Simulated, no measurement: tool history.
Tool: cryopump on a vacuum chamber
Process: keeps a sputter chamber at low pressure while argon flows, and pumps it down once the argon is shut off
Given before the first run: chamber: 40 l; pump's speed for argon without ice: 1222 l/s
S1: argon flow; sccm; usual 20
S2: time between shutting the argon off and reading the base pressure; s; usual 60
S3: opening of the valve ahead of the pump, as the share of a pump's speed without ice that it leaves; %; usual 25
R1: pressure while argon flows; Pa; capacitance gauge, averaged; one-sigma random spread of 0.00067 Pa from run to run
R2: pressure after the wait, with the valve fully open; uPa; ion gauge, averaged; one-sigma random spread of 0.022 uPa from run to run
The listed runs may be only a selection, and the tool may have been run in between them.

| run | hour | S1 | S2 | S3 | R1 | R2 |
|---|---|---|---|---|---|---|
| 1 | 0.0 | 20 | 60 | 25 | 0.1111 | 1.42 |
| 2 | 34.3 | 20 | 60 | 25 | 0.1112 | 1.49 |
| 3 | 108.3 | 20 | 60 | 25 | 0.1118 | 1.45 |
| 4 | 167.4 | 20 | 60 | 19 | 0.1482 | 0.76 |
| 5 | 235.0 | 20 | 174 | 19 | 0.1487 | 0.44 |
| 6 | 307.6 | 20 | 174 | 19 | 0.1482 | 0.48 |
| 7 | 346.5 | 20 | 174 | 19 | 0.1484 | 0.56 |
| 8 | 398.2 | 20 | 60 | 46 | 0.0633 | 0.80 |
| 9 | 453.4 | 20 | 60 | 46 | 0.0640 | 0.87 |
| 10 | 509.4 | 20 | 60 | 46 | 0.0633 | 0.86 |
| 11 | 549.9 | 20 | 60 | 46 | 0.0644 | 0.88 |
| 12 | 596.6 | 20 | 60 | 25 | 0.1164 | 0.89 |
| 13 | 664.4 | 20 | 60 | 25 | 0.1153 | 0.96 |
| 14 | 734.0 | 20 | 60 | 25 | 0.1161 | 0.94 |
| 15 | 798.9 | 20 | 60 | 25 | 0.1175 | 1.02 |
| 16 | 848.6 | 20 | 60 | 25 | 0.1181 | 1.01 |
| 17 | 910.0 | 30 | 96 | 28 | 0.1589 | 0.88 |
| 18 | 974.0 | 27 | 185 | 48 | 0.0892 | 0.80 |
| 19 | 1035.9 | 27 | 185 | 15 | 0.2600 | 0.82 |
| 20 | 1085.6 | 27 | 47 | 16 | 0.2462 | 1.29 |
| 21 | 1151.0 | 20 | 58 | 16 | 0.1830 | 1.14 |
| 22 | 1186.5 | 23 | 140 | 25 | 0.1401 | 0.95 |
| 23 | 1249.8 | 23 | 140 | 25 | 0.1411 | 0.98 |
| 24 | 1308.2 | 21 | 26 | 25 | 0.1299 | 1.85 |
| 25 | 1342.3 | 21 | 26 | 25 | 0.1293 | 1.90 |
| 26 | 1407.6 | 20 | 99 | 32 | 0.0875 | 0.84 |
| 27 | 1441.2 | 15 | 99 | 32 | 0.0664 | 0.85 |
| 28 | 1499.4 | 15 | 99 | 32 | 0.0671 | 0.93 |
| 29 | 1551.6 | 20 | 267 | 42 | 0.0689 | 0.78 |
| 30 | 1603.3 | 10 | 67 | 25 | 0.0567 | 1.08 |
| 31 | 1637.7 | 12 | 23 | 28 | 0.0612 | 1.83 |
| 32 | 1688.2 | 27 | 22 | 46 | 0.0870 | 1.84 |

Missing from the log above: 2 entries noted between runs. For each, name the pair of listed runs it sits between and say how the tool's hidden condition differs from the listed run just before to the listed run just after:
From run 3 to run 4: leaking fittings of the chamber tightened, without venting (hour 137.4)
  pump's speed, % of a pump's without ice: 96.2 -> 95; cold plate's temperature, K: 12.11 -> 12.15; leak into the chamber, uPa l/s: 1215 -> 357
  the result without the hidden state subtracted from the measured one, R1: +0.0011 -> +0.0015 Pa; R2: +0.77 -> +0.06 uPa
From run 25 to run 26: pump warmed up, emptied and cooled again (hour 1351.5)
  pump's speed, % of a pump's without ice: 69.8 -> 98.1; cold plate's temperature, K: 12.87 -> 12.91; leak into the chamber, uPa l/s: 699 -> 715
  the result without the hidden state subtracted from the measured one, R1: +0.0133 -> +0.0010 Pa; R2: +0.60 -> +0.36 uPa
